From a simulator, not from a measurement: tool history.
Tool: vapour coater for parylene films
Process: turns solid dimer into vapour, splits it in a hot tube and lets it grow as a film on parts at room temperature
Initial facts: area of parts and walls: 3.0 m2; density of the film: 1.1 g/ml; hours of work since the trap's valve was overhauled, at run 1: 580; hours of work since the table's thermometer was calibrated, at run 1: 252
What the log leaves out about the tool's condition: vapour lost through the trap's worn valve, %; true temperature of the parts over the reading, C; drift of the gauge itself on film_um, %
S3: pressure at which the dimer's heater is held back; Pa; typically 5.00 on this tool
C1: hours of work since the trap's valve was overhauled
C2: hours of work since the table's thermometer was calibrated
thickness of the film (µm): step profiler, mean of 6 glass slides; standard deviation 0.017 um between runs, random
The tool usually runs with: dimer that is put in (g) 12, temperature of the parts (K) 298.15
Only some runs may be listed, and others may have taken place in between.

run 1 hour=0.0 | dimer_that_is_put_in_(g)=12 temperature_of_the_parts_(K)=298.15 S3=5.00 | C1=580 C2=252 | thickness_of_the_film_(µm)=1.49
-- hour=19.0 trap's valve overhauled
run 2 hour=41.3 | dimer_that_is_put_in_(g)=12 temperature_of_the_parts_(K)=298.15 S3=5.00 | C1=10 C2=268 | thickness_of_the_film_(µm)=1.66
run 3 hour=84.5 | dimer_that_is_put_in_(g)=12 temperature_of_the_parts_(K)=298.15 S3=5.00 | C1=29 C2=288 | thickness_of_the_film_(µm)=1.65
run 4 hour=128.2 | dimer_that_is_put_in_(g)=12 temperature_of_the_parts_(K)=298.15 S3=4.03 | C1=49 C2=307 | thickness_of_the_film_(µm)=1.71
run 5 hour=168.0 | dimer_that_is_put_in_(g)=12 temperature_of_the_parts_(K)=298.15 S3=4.03 | C1=67 C2=325 | thickness_of_the_film_(µm)=1.69
run 6 hour=192.6 | dimer_that_is_put_in_(g)=12 temperature_of_the_parts_(K)=298.15 S3=4.03 | C1=78 C2=336 | thickness_of_the_film_(µm)=1.66
run 7 hour=227.3 | dimer_that_is_put_in_(g)=12 temperature_of_the_parts_(K)=298.15 S3=4.03 | C1=93 C2=351 | thickness_of_the_film_(µm)=1.68
run 8 hour=248.2 | dimer_that_is_put_in_(g)=12 temperature_of_the_parts_(K)=298.15 S3=4.03 | C1=103 C2=361 | thickness_of_the_film_(µm)=1.69
run 9 hour=273.2 | dimer_that_is_put_in_(g)=12 temperature_of_the_parts_(K)=298.15 S3=4.03 | C1=114 C2=372 | thickness_of_the_film_(µm)=1.71
run 10 hour=304.4 | dimer_that_is_put_in_(g)=12 temperature_of_the_parts_(K)=298.15 S3=4.03 | C1=128 C2=386 | thickness_of_the_film_(µm)=1.71
run 11 hour=338.1 | dimer_that_is_put_in_(g)=12 temperature_of_the_parts_(K)=298.15 S3=4.03 | C1=143 C2=401 | thickness_of_the_film_(µm)=1.66
run 12 hour=364.3 | dimer_that_is_put_in_(g)=12 temperature_of_the_parts_(K)=304.15 S3=4.03 | C1=154 C2=413 | thickness_of_the_film_(µm)=1.38
run 13 hour=392.8 | dimer_that_is_put_in_(g)=13 temperature_of_the_parts_(K)=298.15 S3=5.00 | C1=167 C2=425 | thickness_of_the_film_(µm)=1.75
run 14 hour=422.1 | dimer_that_is_put_in_(g)=12 temperature_of_the_parts_(K)=298.15 S3=5.00 | C1=180 C2=439 | thickness_of_the_film_(µm)=1.67
run 15 hour=442.0 | dimer_that_is_put_in_(g)=12 temperature_of_the_parts_(K)=298.15 S3=5.00 | C1=189 C2=448 | thickness_of_the_film_(µm)=1.61
run 16 hour=470.7 | dimer_that_is_put_in_(g)=12 temperature_of_the_parts_(K)=298.15 S3=5.00 | C1=202 C2=460 | thickness_of_the_film_(µm)=1.59
run 17 hour=502.4 | dimer_that_is_put_in_(g)=12 temperature_of_the_parts_(K)=298.15 S3=5.00 | C1=216 C2=475 | thickness_of_the_film_(µm)=1.62
run 18 hour=537.5 | dimer_that_is_put_in_(g)=17 temperature_of_the_parts_(K)=298.15 S3=5.00 | C1=232 C2=490 | thickness_of_the_film_(µm)=2.27
run 19 hour=574.3 | dimer_that_is_put_in_(g)=17 temperature_of_the_parts_(K)=298.15 S3=5.00 | C1=248 C2=507 | thickness_of_the_film_(µm)=2.28
run 20 hour=605.1 | dimer_that_is_put_in_(g)=17 temperature_of_the_parts_(K)=298.15 S3=5.00 | C1=262 C2=520 | thickness_of_the_film_(µm)=2.26
run 21 hour=649.5 | dimer_that_is_put_in_(g)=17 temperature_of_the_parts_(K)=298.15 S3=5.00 | C1=282 C2=540 | thickness_of_the_film_(µm)=2.25
run 22 hour=686.7 | dimer_that_is_put_in_(g)=17 temperature_of_the_parts_(K)=298.15 S3=5.00 | C1=299 C2=557 | thickness_of_the_film_(µm)=2.25
run 23 hour=712.6 | dimer_that_is_put_in_(g)=17 temperature_of_the_parts_(K)=298.15 S3=5.69 | C1=310 C2=569 | thickness_of_the_film_(µm)=2.22
run 24 hour=750.7 | dimer_that_is_put_in_(g)=17 temperature_of_the_parts_(K)=298.15 S3=5.69 | C1=327 C2=586 | thickness_of_the_film_(µm)=2.19
run 25 hour=770.4 | dimer_that_is_put_in_(g)=6 temperature_of_the_parts_(K)=291.15 S3=10.74 | C1=336 C2=594 | thickness_of_the_film_(µm)=0.90
run 26 hour=790.3 | dimer_that_is_put_in_(g)=6 temperature_of_the_parts_(K)=291.15 S3=10.74 | C1=345 C2=603 | thickness_of_the_film_(µm)=0.92
run 27 hour=825.6 | dimer_that_is_put_in_(g)=9 temperature_of_the_parts_(K)=298.15 S3=11.36 | C1=361 C2=619 | thickness_of_the_film_(µm)=1.08
run 28 hour=855.6 | dimer_that_is_put_in_(g)=11 temperature_of_the_parts_(K)=296.15 S3=10.49 | C1=374 C2=633 | thickness_of_the_film_(µm)=1.39
run 29 hour=874.3 | dimer_that_is_put_in_(g)=11 temperature_of_the_parts_(K)=310.15 S3=10.49 | C1=383 C2=641 | thickness_of_the_film_(µm)=0.90
run 30 hour=914.6 | dimer_that_is_put_in_(g)=11 temperature_of_the_parts_(K)=310.15 S3=10.49 | C1=401 C2=659 | thickness_of_the_film_(µm)=0.89
run 31 hour=948.3 | dimer_that_is_put_in_(g)=11 temperature_of_the_parts_(K)=310.15 S3=10.49 | C1=416 C2=674 | thickness_of_the_film_(µm)=0.92
run 32 hour=972.1 | dimer_that_is_put_in_(g)=11 temperature_of_the_parts_(K)=298.15 S3=5.00 | C1=426 C2=685 | thickness_of_the_film_(µm)=1.45
run 33 hour=1011.6 | dimer_that_is_put_in_(g)=9 temperature_of_the_parts_(K)=296.15 S3=2.39 | C1=444 C2=702 | thickness_of_the_film_(µm)=1.36
run 34 hour=1043.1 | dimer_that_is_put_in_(g)=10 temperature_of_the_parts_(K)=293.15 S3=5.00 | C1=458 C2=716 | thickness_of_the_film_(µm)=1.50
run 35 hour=1064.8 | dimer_that_is_put_in_(g)=7 temperature_of_the_parts_(K)=294.15 S3=8.02 | C1=468 C2=726 | thickness_of_the_film_(µm)=0.94
run 36 hour=1101.9 | dimer_that_is_put_in_(g)=17 temperature_of_the_parts_(K)=293.15 S3=8.02 | C1=484 C2=743 | thickness_of_the_film_(µm)=2.40
run 37 hour=1125.5 | dimer_that_is_put_in_(g)=10 temperature_of_the_parts_(K)=304.15 S3=11.77 | C1=495 C2=753 | thickness_of_the_film_(µm)=0.95
run 38 hour=1162.9 | dimer_that_is_put_in_(g)=12 temperature_of_the_parts_(K)=298.15 S3=5.06 | C1=512 C2=770 | thickness_of_the_film_(µm)=1.53
run 39 hour=1201.6 | dimer_that_is_put_in_(g)=21 temperature_of_the_parts_(K)=294.15 S3=3.90 | C1=529 C2=787 | thickness_of_the_film_(µm)=3.13
run 40 hour=1241.1 | dimer_that_is_put_in_(g)=9 temperature_of_the_parts_(K)=303.15 S3=3.01 | C1=547 C2=805 | thickness_of_the_film_(µm)=1.06
run 41 hour=1279.5 | dimer_that_is_put_in_(g)=20 temperature_of_the_parts_(K)=298.15 S3=8.83 | C1=564 C2=822 | thickness_of_the_film_(µm)=2.37
run 42 hour=1322.4 | dimer_that_is_put_in_(g)=20 temperature_of_the_parts_(K)=295.15 S3=5.46 | C1=583 C2=841 | thickness_of_the_film_(µm)=2.76
-- hour=1335.0 trap's valve overhauled
run 43 hour=1368.3 | dimer_that_is_put_in_(g)=5 temperature_of_the_parts_(K)=298.15 S3=8.73 | C1=15 C2=860 | thickness_of_the_film_(µm)=0.65
run 44 hour=1388.3 | dimer_that_is_put_in_(g)=9 temperature_of_the_parts_(K)=298.15 S3=5.06 | C1=24 C2=869 | thickness_of_the_film_(µm)=1.26
run 45 hour=1425.1 | dimer_that_is_put_in_(g)=8 temperature_of_the_parts_(K)=298.15 S3=2.61 | C1=40 C2=885 | thickness_of_the_film_(µm)=1.20

Results per run with the tool's hidden condition removed, run-to-run variation unchanged:
run=1 thickness_of_the_film_(µm)=1.65
run=2 thickness_of_the_film_(µm)=1.66
run=3 thickness_of_the_film_(µm)=1.65
run=4 thickness_of_the_film_(µm)=1.71
run=5 thickness_of_the_film_(µm)=1.71
run=6 thickness_of_the_film_(µm)=1.67
run=7 thickness_of_the_film_(µm)=1.70
run=8 thickness_of_the_film_(µm)=1.71
run=9 thickness_of_the_film_(µm)=1.73
run=10 thickness_of_the_film_(µm)=1.74
run=11 thickness_of_the_film_(µm)=1.70
run=12 thickness_of_the_film_(µm)=1.41
run=13 thickness_of_the_film_(µm)=1.79
run=14 thickness_of_the_film_(µm)=1.71
run=15 thickness_of_the_film_(µm)=1.66
run=16 thickness_of_the_film_(µm)=1.64
run=17 thickness_of_the_film_(µm)=1.67
run=18 thickness_of_the_film_(µm)=2.35
run=19 thickness_of_the_film_(µm)=2.36
run=20 thickness_of_the_film_(µm)=2.35
run=21 thickness_of_the_film_(µm)=2.35
run=22 thickness_of_the_film_(µm)=2.35
run=23 thickness_of_the_film_(µm)=2.33
run=24 thickness_of_the_film_(µm)=2.30
run=25 thickness_of_the_film_(µm)=0.94
run=26 thickness_of_the_film_(µm)=0.97
run=27 thickness_of_the_film_(µm)=1.14
run=28 thickness_of_the_film_(µm)=1.47
run=29 thickness_of_the_film_(µm)=0.95
run=30 thickness_of_the_film_(µm)=0.94
run=31 thickness_of_the_film_(µm)=0.98
run=32 thickness_of_the_film_(µm)=1.54
run=33 thickness_of_the_film_(µm)=1.46
run=34 thickness_of_the_film_(µm)=1.61
run=35 thickness_of_the_film_(µm)=1.01
run=36 thickness_of_the_film_(µm)=2.59
run=37 thickness_of_the_film_(µm)=1.03
run=38 thickness_of_the_film_(µm)=1.66
run=39 thickness_of_the_film_(µm)=3.41
run=40 thickness_of_the_film_(µm)=1.15
run=41 thickness_of_the_film_(µm)=2.59
run=42 thickness_of_the_film_(µm)=3.03
run=43 thickness_of_the_film_(µm)=0.65
run=44 thickness_of_the_film_(µm)=1.26
run=45 thickness_of_the_film_(µm)=1.20
